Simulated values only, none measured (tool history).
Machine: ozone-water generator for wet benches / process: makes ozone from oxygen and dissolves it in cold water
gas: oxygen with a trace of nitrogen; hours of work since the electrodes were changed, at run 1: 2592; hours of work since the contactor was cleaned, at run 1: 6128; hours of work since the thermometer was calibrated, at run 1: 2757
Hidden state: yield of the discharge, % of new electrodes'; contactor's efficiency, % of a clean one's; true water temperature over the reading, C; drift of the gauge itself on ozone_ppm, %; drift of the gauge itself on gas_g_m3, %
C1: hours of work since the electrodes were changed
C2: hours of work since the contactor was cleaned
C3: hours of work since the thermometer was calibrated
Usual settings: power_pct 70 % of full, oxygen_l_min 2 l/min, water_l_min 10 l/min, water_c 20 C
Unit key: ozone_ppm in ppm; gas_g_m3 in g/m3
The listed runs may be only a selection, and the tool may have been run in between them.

{"run": 1, "hour": 0.0, "power_pct": 70, "oxygen_l_min": 2, "water_l_min": 10, "water_c": 20, "C1": 2592, "C2": 6128, "C3": 2757, "ozone_ppm": 14.7, "gas_g_m3": 226.6}
{"run": 2, "hour": 84.0, "power_pct": 70, "oxygen_l_min": 2, "water_l_min": 9, "water_c": 20, "C1": 2674, "C2": 6210, "C3": 2839, "ozone_ppm": 15.9, "gas_g_m3": 226.7}
{"run": 3, "hour": 128.7, "power_pct": 70, "oxygen_l_min": 2, "water_l_min": 9, "water_c": 20, "C1": 2718, "C2": 6254, "C3": 2883, "ozone_ppm": 16, "gas_g_m3": 226.4}
{"run": 4, "hour": 194.3, "power_pct": 70, "oxygen_l_min": 2, "water_l_min": 10, "water_c": 20, "C1": 2782, "C2": 6318, "C3": 2947, "ozone_ppm": 14.6, "gas_g_m3": 223.3}
{"hour": 258.0, "done": "water thermometer calibrated"}
{"run": 5, "hour": 271.6, "power_pct": 70, "oxygen_l_min": 2, "water_l_min": 10, "water_c": 20, "C1": 2858, "C2": 6394, "C3": 13, "ozone_ppm": 14.4, "gas_g_m3": 225}
{"run": 6, "hour": 326.8, "power_pct": 70, "oxygen_l_min": 2, "water_l_min": 10, "water_c": 20, "C1": 2912, "C2": 6448, "C3": 68, "ozone_ppm": 14.6, "gas_g_m3": 225.8}
{"run": 7, "hour": 431.8, "power_pct": 70, "oxygen_l_min": 2, "water_l_min": 10, "water_c": 20, "C1": 3015, "C2": 6551, "C3": 171, "ozone_ppm": 14.7, "gas_g_m3": 224.5}
{"run": 8, "hour": 531.4, "power_pct": 70, "oxygen_l_min": 2, "water_l_min": 10, "water_c": 20, "C1": 3113, "C2": 6649, "C3": 268, "ozone_ppm": 14.6, "gas_g_m3": 225}
{"run": 9, "hour": 626.9, "power_pct": 70, "oxygen_l_min": 2, "water_l_min": 15, "water_c": 20, "C1": 3207, "C2": 6743, "C3": 362, "ozone_ppm": 9.8, "gas_g_m3": 224.2}
{"run": 10, "hour": 720.3, "power_pct": 70, "oxygen_l_min": 2, "water_l_min": 7, "water_c": 20, "C1": 3299, "C2": 6835, "C3": 454, "ozone_ppm": 19.1, "gas_g_m3": 223.9}
{"run": 11, "hour": 773.7, "power_pct": 70, "oxygen_l_min": 2, "water_l_min": 7, "water_c": 20, "C1": 3351, "C2": 6887, "C3": 506, "ozone_ppm": 19.4, "gas_g_m3": 223.2}
{"run": 12, "hour": 864.0, "power_pct": 70, "oxygen_l_min": 2, "water_l_min": 10, "water_c": 20, "C1": 3440, "C2": 6976, "C3": 595, "ozone_ppm": 14.3, "gas_g_m3": 225.5}
{"run": 13, "hour": 909.3, "power_pct": 70, "oxygen_l_min": 2, "water_l_min": 10, "water_c": 20, "C1": 3484, "C2": 7020, "C3": 640, "ozone_ppm": 13.9, "gas_g_m3": 222.7}
{"run": 14, "hour": 992.1, "power_pct": 70, "oxygen_l_min": 2, "water_l_min": 10, "water_c": 20, "C1": 3566, "C2": 7102, "C3": 721, "ozone_ppm": 14.1, "gas_g_m3": 224}
{"run": 15, "hour": 1101.7, "power_pct": 86, "oxygen_l_min": 2, "water_l_min": 10, "water_c": 20, "C1": 3673, "C2": 7209, "C3": 828, "ozone_ppm": 16.5, "gas_g_m3": 258.9}
{"run": 16, "hour": 1205.5, "power_pct": 86, "oxygen_l_min": 2, "water_l_min": 10, "water_c": 20, "C1": 3775, "C2": 7311, "C3": 931, "ozone_ppm": 16.6, "gas_g_m3": 260.4}
{"run": 17, "hour": 1262.4, "power_pct": 86, "oxygen_l_min": 2, "water_l_min": 10, "water_c": 20, "C1": 3831, "C2": 7367, "C3": 986, "ozone_ppm": 16.4, "gas_g_m3": 260.1}
{"run": 18, "hour": 1331.2, "power_pct": 61, "oxygen_l_min": 1.84, "water_l_min": 9, "water_c": 13, "C1": 3899, "C2": 7435, "C3": 1054, "ozone_ppm": 15.2, "gas_g_m3": 206.4}
{"run": 19, "hour": 1388.4, "power_pct": 61, "oxygen_l_min": 1.84, "water_l_min": 9, "water_c": 13, "C1": 3955, "C2": 7491, "C3": 1110, "ozone_ppm": 14.8, "gas_g_m3": 205.8}
{"run": 20, "hour": 1490.2, "power_pct": 61, "oxygen_l_min": 1.84, "water_l_min": 9, "water_c": 13, "C1": 4055, "C2": 7591, "C3": 1210, "ozone_ppm": 15.2, "gas_g_m3": 208.4}
{"run": 21, "hour": 1564.1, "power_pct": 61, "oxygen_l_min": 2.35, "water_l_min": 11, "water_c": 13, "C1": 4127, "C2": 7663, "C3": 1283, "ozone_ppm": 13, "gas_g_m3": 183.5}
{"run": 22, "hour": 1619.0, "power_pct": 61, "oxygen_l_min": 2.35, "water_l_min": 11, "water_c": 13, "C1": 4181, "C2": 7717, "C3": 1337, "ozone_ppm": 12.8, "gas_g_m3": 183.5}
{"run": 23, "hour": 1691.1, "power_pct": 61, "oxygen_l_min": 2.55, "water_l_min": 13, "water_c": 13, "C1": 4252, "C2": 7788, "C3": 1407, "ozone_ppm": 11.3, "gas_g_m3": 178}
{"run": 24, "hour": 1762.0, "power_pct": 59, "oxygen_l_min": 1.82, "water_l_min": 10, "water_c": 20, "C1": 4322, "C2": 7858, "C3": 1477, "ozone_ppm": 11.9, "gas_g_m3": 203.6}
{"run": 25, "hour": 1840.4, "power_pct": 59, "oxygen_l_min": 1.82, "water_l_min": 10, "water_c": 20, "C1": 4399, "C2": 7935, "C3": 1554, "ozone_ppm": 12.1, "gas_g_m3": 202.2}
{"run": 26, "hour": 1885.7, "power_pct": 96, "oxygen_l_min": 1.24, "water_l_min": 6, "water_c": 22, "C1": 4443, "C2": 7979, "C3": 1599, "ozone_ppm": 25.8, "gas_g_m3": 356.6}
{"run": 27, "hour": 1986.4, "power_pct": 96, "oxygen_l_min": 1.24, "water_l_min": 6, "water_c": 22, "C1": 4542, "C2": 8078, "C3": 1697, "ozone_ppm": 25.8, "gas_g_m3": 352.3}
{"run": 28, "hour": 2090.7, "power_pct": 96, "oxygen_l_min": 1.24, "water_l_min": 6, "water_c": 22, "C1": 4644, "C2": 8180, "C3": 1800, "ozone_ppm": 26, "gas_g_m3": 349.8}
{"run": 29, "hour": 2165.4, "power_pct": 57, "oxygen_l_min": 2, "water_l_min": 10, "water_c": 15, "C1": 4718, "C2": 8254, "C3": 1873, "ozone_ppm": 12.5, "gas_g_m3": 187.5}
{"run": 30, "hour": 2268.5, "power_pct": 46, "oxygen_l_min": 3, "water_l_min": 10, "water_c": 20, "C1": 4819, "C2": 8355, "C3": 1974, "ozone_ppm": 10.4, "gas_g_m3": 131.6}
{"run": 31, "hour": 2379.2, "power_pct": 70, "oxygen_l_min": 2, "water_l_min": 7, "water_c": 15, "C1": 4928, "C2": 8464, "C3": 2083, "ozone_ppm": 20.2, "gas_g_m3": 219}
{"run": 32, "hour": 2482.8, "power_pct": 70, "oxygen_l_min": 3.31, "water_l_min": 10, "water_c": 18, "C1": 5030, "C2": 8566, "C3": 2185, "ozone_ppm": 14.5, "gas_g_m3": 171.3}
{"run": 33, "hour": 2546.3, "power_pct": 70, "oxygen_l_min": 2, "water_l_min": 6, "water_c": 20, "C1": 5092, "C2": 8628, "C3": 2247, "ozone_ppm": 20.5, "gas_g_m3": 220.6}

Measured minus without-hidden-state, run by run (identical run-to-run variation in each term; gauge scatter may differ):
run=1 ozone_ppm=-1.4 gas_g_m3=-8.2
run=2 ozone_ppm=-1.5 gas_g_m3=-8.6
run=3 ozone_ppm=-1.5 gas_g_m3=-8.7
run=4 ozone_ppm=-1.4 gas_g_m3=-8.8
run=5 ozone_ppm=-1.5 gas_g_m3=-9.1
run=6 ozone_ppm=-1.5 gas_g_m3=-9.3
run=7 ozone_ppm=-1.5 gas_g_m3=-9.5
run=8 ozone_ppm=-1.6 gas_g_m3=-10
run=9 ozone_ppm=-1.1 gas_g_m3=-10.2
run=10 ozone_ppm=-2.1 gas_g_m3=-10.6
run=11 ozone_ppm=-2.1 gas_g_m3=-10.7
run=12 ozone_ppm=-1.7 gas_g_m3=-11.1
run=13 ozone_ppm=-1.7 gas_g_m3=-11.1
run=14 ozone_ppm=-1.7 gas_g_m3=-11.5
run=15 ozone_ppm=-2.2 gas_g_m3=-16.1
run=16 ozone_ppm=-2.3 gas_g_m3=-16.5
run=17 ozone_ppm=-2.3 gas_g_m3=-16.8
run=18 ozone_ppm=-1.9 gas_g_m3=-10.4
run=19 ozone_ppm=-1.8 gas_g_m3=-10.5
run=20 ozone_ppm=-1.8 gas_g_m3=-10.9
run=21 ozone_ppm=-1.7 gas_g_m3=-9.7
run=22 ozone_ppm=-1.7 gas_g_m3=-10
run=23 ozone_ppm=-1.5 gas_g_m3=-9.7
run=24 ozone_ppm=-1.6 gas_g_m3=-11
run=25 ozone_ppm=-1.6 gas_g_m3=-11.2
run=26 ozone_ppm=-4 gas_g_m3=-29.1
run=27 ozone_ppm=-4 gas_g_m3=-29.5
run=28 ozone_ppm=-4.1 gas_g_m3=-30
run=29 ozone_ppm=-1.8 gas_g_m3=-10.8
run=30 ozone_ppm=-1.3 gas_g_m3=-6.2
run=31 ozone_ppm=-3 gas_g_m3=-16
run=32 ozone_ppm=-2.4 gas_g_m3=-12.8
run=33 ozone_ppm=-3.2 gas_g_m3=-16.6

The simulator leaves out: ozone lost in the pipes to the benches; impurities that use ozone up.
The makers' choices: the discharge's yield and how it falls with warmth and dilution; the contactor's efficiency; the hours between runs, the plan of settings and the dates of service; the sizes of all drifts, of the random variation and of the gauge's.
